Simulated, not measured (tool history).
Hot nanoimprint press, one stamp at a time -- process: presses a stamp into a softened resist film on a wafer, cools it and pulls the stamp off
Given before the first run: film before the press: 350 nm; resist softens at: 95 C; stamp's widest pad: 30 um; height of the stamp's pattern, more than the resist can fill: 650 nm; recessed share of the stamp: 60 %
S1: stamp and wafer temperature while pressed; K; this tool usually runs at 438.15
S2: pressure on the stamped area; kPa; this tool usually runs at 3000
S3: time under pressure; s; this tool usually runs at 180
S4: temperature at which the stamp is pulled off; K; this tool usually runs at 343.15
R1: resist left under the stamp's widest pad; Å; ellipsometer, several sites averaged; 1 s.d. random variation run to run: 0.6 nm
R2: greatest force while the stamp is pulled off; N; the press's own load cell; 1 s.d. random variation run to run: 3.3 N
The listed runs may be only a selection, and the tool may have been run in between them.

run     day      S1    S2   S3      S4    R1   R2
  1   0.000  438.15  3000  180  343.15  2008  157
  2   1.725  438.15  3000  180  343.15  2016  154
  3   4.375  438.15  3000  180  343.15  2020  157
  4   7.804  438.15  3650  180  343.15  1876  156
  5  10.675  438.15  3650  180  343.15  1873  156
  6  13.662  438.15  3000  180  343.15  2010  165
  7  16.192  438.15  3000  180  347.15  2015  146
  8  18.733  438.15  3000  180  347.15  2012  143
  9  21.525  433.15  3000  180  347.15  2408  144
 10  25.188  433.15  3000  180  347.15  2418  148
 11  27.788  433.15  3000  180  347.15  2415  146
 12  31.258  433.15  3000  180  347.15  2403  150
 13  33.492  438.15  3000  180  331.15  2020  192
 14  36.354  438.15  3000  180  331.15  2015  195
 15  38.408  438.15  3000  222  347.15  1874  143
 16  40.667  431.15  2650  325  347.15  2273  145
 17  44.179  447.15  2650   96  342.15  1885  164
 18  47.733  430.15  3000  275  344.15  2396  157
 19  50.625  430.15  3000  275  344.15  2384  155
 20  52.821  438.15  3860  102  343.15  2222  158
 21  56.358  438.15  2510  277  350.15  1841  141
 22  59.792  438.15  2510  277  350.15  1860  136
 23  62.475  438.15  3000  109  345.15  2351  151
 24  65.912  438.15  2460  180  343.15  2153  160
 25  67.554  438.15  2460  180  342.15  2157  158
 26  71.029  438.15  3000  309  335.15  1658  183
 27  72.671  438.15  3310  180  342.15  1960  162
 28  75.229  438.15  4300  180  349.15  1759  140

Missing from the log above: 7 entries noted between runs. For each, name the pair of listed runs it sits between and say how the tool's hidden condition differs from the listed run just before to the listed run just after:
After run 2, before run 3: press's hydraulic seals changed and the load cell set to zero (day 3.283)
  true temperature over the reading, C: 0.02 -> 0.03; pressure that arrives at the usual setting, %: 99.84 -> 99.99; grip of the stamp's worn release coat, % over a new coat's: 0.2 -> 0.3
After run 6, before run 7: plate thermocouple calibrated (day 14.075)
  true temperature over the reading, C: 0.04 -> 0; grip of the stamp's worn release coat, % over a new coat's: 0.8 -> 1
After run 9, before run 10: stamp cleaned and given a new release coat (day 22.150)
  pressure that arrives at the usual setting, %: 99.94 -> 99.93; grip of the stamp's worn release coat, % over a new coat's: 1.3 -> 0.2
After run 17, before run 18: stamp cleaned and given a new release coat (day 45.808)
  true temperature over the reading, C: 0.03 -> 0.04; pressure that arrives at the usual setting, %: 99.87 -> 99.86; grip of the stamp's worn release coat, % over a new coat's: 1.2 -> 0.1
After run 18, before run 19: plate thermocouple calibrated (day 50.621)
  true temperature over the reading, C: 0.04 -> -0.01; pressure that arrives at the usual setting, %: 99.86 -> 99.85; grip of the stamp's worn release coat, % over a new coat's: 0.1 -> 0.3
After run 19, before run 20: press's hydraulic seals changed and the load cell set to zero (day 52.821)
  true temperature over the reading, C: -0.01 -> 0; pressure that arrives at the usual setting, %: 99.85 -> 100.01; grip of the stamp's worn release coat, % over a new coat's: 0.3 -> 0.4
After run 25, before run 26: stamp cleaned and given a new release coat (day 69.883)
  true temperature over the reading, C: 0.01 -> 0.02; pressure that arrives at the usual setting, %: 99.96 -> 99.95; grip of the stamp's worn release coat, % over a new coat's: 1.2 -> 0.1
